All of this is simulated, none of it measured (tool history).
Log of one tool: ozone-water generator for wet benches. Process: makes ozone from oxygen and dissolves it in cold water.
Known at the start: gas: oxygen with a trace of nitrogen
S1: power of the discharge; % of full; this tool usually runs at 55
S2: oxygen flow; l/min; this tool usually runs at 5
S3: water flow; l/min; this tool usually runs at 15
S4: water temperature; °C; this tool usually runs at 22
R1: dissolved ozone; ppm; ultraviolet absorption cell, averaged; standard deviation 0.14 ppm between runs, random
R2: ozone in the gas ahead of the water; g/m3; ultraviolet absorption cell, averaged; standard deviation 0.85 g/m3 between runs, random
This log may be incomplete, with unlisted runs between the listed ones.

| run | hour | S1 | S2 | S3 | S4 | R1 | R2 |
|---|---|---|---|---|---|---|---|
| 1 | 0 | 55 | 5 | 15 | 22 | 14.7 | 134.5 |
| 2 | 43.3 | 55 | 5 | 15 | 22 | 14.4 | 133.5 |
| 3 | 87.2 | 55 | 5 | 15 | 22 | 14.3 | 134.9 |
| 4 | 121.9 | 55 | 5 | 15 | 22 | 14.1 | 134.3 |
| 5 | 143.2 | 47 | 5 | 15 | 22 | 12.8 | 119.5 |
| 6 | 167.9 | 47 | 5 | 15 | 22 | 12.7 | 121.8 |
| 7 | 206.4 | 55 | 5 | 15 | 22 | 14.5 | 133.5 |
| 8 | 231 | 55 | 5 | 15 | 22 | 14.2 | 134 |
| 9 | 255.7 | 55 | 2.75 | 15 | 22 | 15.2 | 194.9 |
| 10 | 293.7 | 55 | 5 | 19 | 22 | 11.8 | 134.1 |
| 11 | 331.4 | 55 | 5 | 15 | 22 | 14.4 | 132.9 |
| 12 | 359.4 | 55 | 5 | 15 | 22 | 14 | 133.2 |
|  | 374.3 | contactor cleaned |
| 13 | 390.2 | 55 | 5 | 15 | 22 | 15 | 132.4 |
| 14 | 425.3 | 55 | 5 | 15 | 22 | 15 | 132.4 |
| 15 | 460.1 | 55 | 5 | 15 | 22 | 15 | 133.9 |
| 16 | 489.7 | 55 | 5 | 15 | 22 | 14.6 | 132.6 |
| 17 | 516 | 55 | 5 | 15 | 22 | 15.1 | 133.1 |
|  | 520.1 | water thermometer calibrated |
| 18 | 541.3 | 55 | 4.52 | 17 | 22 | 13.5 | 141.3 |
| 19 | 564.9 | 55 | 4.52 | 17 | 22 | 13.4 | 141.8 |
| 20 | 612.4 | 55 | 4.52 | 17 | 22 | 13.4 | 142.6 |
| 21 | 659 | 92 | 2.66 | 17 | 22 | 19.6 | 276.4 |
| 22 | 702.5 | 92 | 2.66 | 17 | 22 | 19.3 | 277.6 |
| 23 | 742.8 | 62 | 5.89 | 11 | 14 | 22.4 | 128.9 |
| 24 | 771.1 | 62 | 5.89 | 11 | 14 | 22.3 | 128 |
|  | 788.6 | water thermometer calibrated, once more |
| 25 | 810.2 | 55 | 5 | 15 | 25 | 13.9 | 131.2 |
| 26 | 848.6 | 55 | 5 | 15 | 25 | 13.7 | 133.2 |
| 27 | 883 | 55 | 5 | 15 | 15 | 16.4 | 131.4 |
| 28 | 930.4 | 55 | 5 | 15 | 15 | 16.2 | 132.2 |
| 29 | 954.6 | 98 | 3.8 | 21 | 22 | 15.8 | 230.6 |
| 30 | 990.6 | 55 | 6.26 | 15 | 26 | 12.7 | 113.7 |
| 31 | 1025.6 | 44 | 3.07 | 15 | 30 | 12 | 153.8 |
| 32 | 1062.6 | 44 | 3.07 | 15 | 30 | 11.6 | 153 |
| 33 | 1086 | 55 | 4.78 | 15 | 22 | 14.6 | 134.4 |
| 34 | 1106.5 | 55 | 4.78 | 15 | 22 | 14.7 | 134.1 |

Alternative continuations, all from the tool just after run 34; predict every row:
| A | 1147.6 | 99 | 4.23 | 17 | 22 | ? | ? |
| B | 1147.6 | 55 | 5.54 | 19 | 19 | ? | ? |
| C | 1147.6 | 55 | 4.62 | 11 | 19 | ? | ? |

| run | R1 | R2 |
|---|---|---|
| A | 19.7 | 214.2 |
| B | 12.2 | 122.4 |
| C | 19.6 | 136.7 |
With no hidden state in the tool, these same runs would have given:
| run | R1 | R2 |
|---|---|---|
| A | 21.4 | 231.2 |
| B | 13 | 128.9 |
| C | 20.8 | 144 |
